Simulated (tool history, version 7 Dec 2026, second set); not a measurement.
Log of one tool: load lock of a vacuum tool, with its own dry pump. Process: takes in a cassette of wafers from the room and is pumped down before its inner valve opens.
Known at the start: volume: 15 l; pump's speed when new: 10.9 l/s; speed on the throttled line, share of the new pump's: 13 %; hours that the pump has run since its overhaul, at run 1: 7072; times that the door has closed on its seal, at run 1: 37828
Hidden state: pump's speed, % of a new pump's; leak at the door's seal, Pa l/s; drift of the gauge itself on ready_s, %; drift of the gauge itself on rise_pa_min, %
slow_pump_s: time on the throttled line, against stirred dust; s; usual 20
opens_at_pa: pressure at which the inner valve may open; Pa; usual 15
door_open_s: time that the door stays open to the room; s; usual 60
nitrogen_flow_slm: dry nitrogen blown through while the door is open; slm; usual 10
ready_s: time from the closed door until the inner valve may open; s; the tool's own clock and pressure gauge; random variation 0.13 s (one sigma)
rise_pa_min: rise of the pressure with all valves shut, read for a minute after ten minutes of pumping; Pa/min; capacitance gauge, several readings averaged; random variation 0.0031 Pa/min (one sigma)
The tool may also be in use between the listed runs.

run    hour  slow_pump_s  opens_at_pa  door_open_s  nitrogen_flow_slm  hours that the pump has run since its overhaul  times that the door has closed on its seal  incoming humidity of the room's air, %  ready_s  rise_pa_min
  1     0.0           20           15           60                 10                                            7072                                       37828                                    44.2     29.7        0.083
  2   154.1           20           15           60                 10                                            7226                                       38514                                    45.2     30.0        0.076
  3   284.5           20           15           60                 10                                            7357                                       39094                                    45.4     29.6        0.077
  4   390.7           20           15           60                 10                                            7463                                       39567                                    45.0     29.7        0.079
  5   551.9           20           15           60                 10                                            7624                                       40284                                    46.4     29.8        0.080
  6   686.4           20           15           60                 10                                            7758                                       40882                                    46.7     29.7        0.078
  7   784.3           34           15           60                 10                                            7856                                       41318                                    44.6     41.9        0.078
  8   859.7           34           15           60                 10                                            7932                                       41653                                    44.3     41.8        0.081
  9   966.8           34           15           60                 10                                            8039                                       42130                                    43.6     41.7        0.078
 10  1104.6           20           15           60                 10                                            8177                                       42743                                    42.8     29.8        0.078
 11  1257.6           20           15           60                 10                                            8330                                       43424                                    41.3     29.6        0.077
 12  1357.0           20           15           60                 10                                            8429                                       43866                                    43.6     29.9        0.075
 13  1481.1           20           15           60                 10                                            8553                                       44418                                    42.9     29.8        0.076
 14  1583.0           20           15           60                  8                                            8655                                       44871                                    45.7     29.8        0.085
 15  1692.1           20           26           60                 10                                            8764                                       45357                                    45.4     29.2        0.086
 16  1800.9           20           26           60                 10                                            8873                                       45841                                    48.5     28.9        0.085
 17  1972.4           20           26           96                 10                                            9044                                       46604                                    50.7     29.1        0.117
 18  2083.8           20           15           60                 14                                            9156                                       47099                                    42.4     29.9        0.069

The next listed run, before its measurement:
 19  2185.0           20           15           60                 14                                            9257                                       47550                                    44.1        ?            ?

{"run 19": {"ready_s": 29.6, "rise_pa_min": 0.074}}
Without the tool's hidden state the same run would have given ready_s 29.6 s, rise_pa_min 0.073 Pa/min.

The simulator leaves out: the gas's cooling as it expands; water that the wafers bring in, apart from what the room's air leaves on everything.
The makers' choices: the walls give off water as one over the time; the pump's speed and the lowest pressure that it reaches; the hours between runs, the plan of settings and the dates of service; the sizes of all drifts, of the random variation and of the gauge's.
